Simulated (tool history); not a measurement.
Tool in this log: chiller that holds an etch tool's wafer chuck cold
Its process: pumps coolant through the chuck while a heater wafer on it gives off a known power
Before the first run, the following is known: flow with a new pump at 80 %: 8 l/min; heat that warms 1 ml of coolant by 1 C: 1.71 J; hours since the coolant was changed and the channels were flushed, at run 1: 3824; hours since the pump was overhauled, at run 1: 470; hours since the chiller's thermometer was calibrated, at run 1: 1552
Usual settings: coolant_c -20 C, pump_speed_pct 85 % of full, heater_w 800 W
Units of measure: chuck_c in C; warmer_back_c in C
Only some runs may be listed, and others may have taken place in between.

| run | hour | coolant_c | pump_speed_pct | heater_w | hours since the coolant was changed and the channels were flushed | hours since the pump was overhauled | hours since the chiller's thermometer was calibrated | chuck_c | warmer_back_c |
|---|---|---|---|---|---|---|---|---|---|
| 1 | 0.0 | -20 | 85 | 800 | 3824 | 470 | 1552 | -12.68 | 3.24 |
| 2 | 31.0 | -20 | 85 | 800 | 3855 | 501 | 1583 | -12.71 | 3.29 |
| 3 | 65.9 | -20 | 85 | 800 | 3890 | 536 | 1618 | -12.73 | 3.24 |
| 4 | 85.3 | -20 | 85 | 800 | 3910 | 555 | 1637 | -12.66 | 3.26 |
| 5 | 109.9 | -20 | 85 | 800 | 3934 | 580 | 1662 | -12.66 | 3.23 |
| 6 | 130.7 | -20 | 84 | 800 | 3955 | 600 | 1682 | -12.74 | 3.30 |
| 7 | 168.3 | -20 | 82 | 800 | 3993 | 638 | 1720 | -12.48 | 3.37 |
| 8 | 187.8 | -20 | 85 | 800 | 4012 | 657 | 1740 | -12.83 | 3.30 |
| 9 | 207.5 | -20 | 85 | 800 | 4032 | 677 | 1759 | -12.85 | 3.29 |
| 10 | 239.1 | -20 | 85 | 800 | 4063 | 709 | 1791 | -12.62 | 3.27 |
| 11 | 261.8 | -20 | 85 | 800 | 4086 | 731 | 1814 | -12.77 | 3.26 |
| 12 | 297.7 | -20 | 60 | 677 | 4122 | 767 | 1849 | -11.47 | 3.96 |
| 13 | 328.6 | -20 | 65 | 902 | 4153 | 798 | 1880 | -9.55 | 4.91 |
| 14 | 351.8 | -20 | 87 | 800 | 4176 | 821 | 1904 | -12.95 | 3.20 |
| 15 | 375.6 | -20 | 87 | 800 | 4200 | 845 | 1927 | -12.84 | 3.23 |
| 16 | 406.5 | -20 | 61 | 507 | 4231 | 876 | 1958 | -13.76 | 2.92 |
| 17 | 424.5 | -20 | 61 | 507 | 4249 | 894 | 1976 | -13.95 | 2.92 |
| 18 | 444.9 | -12 | 61 | 507 | 4269 | 915 | 1997 | -5.93 | 2.96 |
| 19 | 474.3 | -20 | 79 | 728 | 4299 | 944 | 2026 | -13.07 | 3.21 |

Consider 4 possible next runs. They are alternatives, not a sequence: every one starts from the tool as it was left by run 19. What does each give?
| A | 507.2 | -23 | 84 | 578 | 4331 | 977 | 2059 | ? | ? |
| B | 507.2 | -30 | 66 | 936 | 4331 | 977 | 2059 | ? | ? |
| C | 507.2 | -12 | 79 | 728 | 4331 | 977 | 2059 | ? | ? |
| D | 507.2 | -20 | 63 | 728 | 4331 | 977 | 2059 | ? | ? |

| run | chuck_c | warmer_back_c |
|---|---|---|
| A | -17.94 | 2.41 |
| B | -19.44 | 5.05 |
| C | -5.03 | 3.22 |
| D | -11.44 | 4.12 |
With no hidden state in the tool, these same runs would have given:
| run | chuck_c | warmer_back_c |
|---|---|---|
| A | -17.61 | 2.41 |
| B | -19.11 | 5.05 |
| C | -4.70 | 3.22 |
| D | -11.11 | 4.11 |
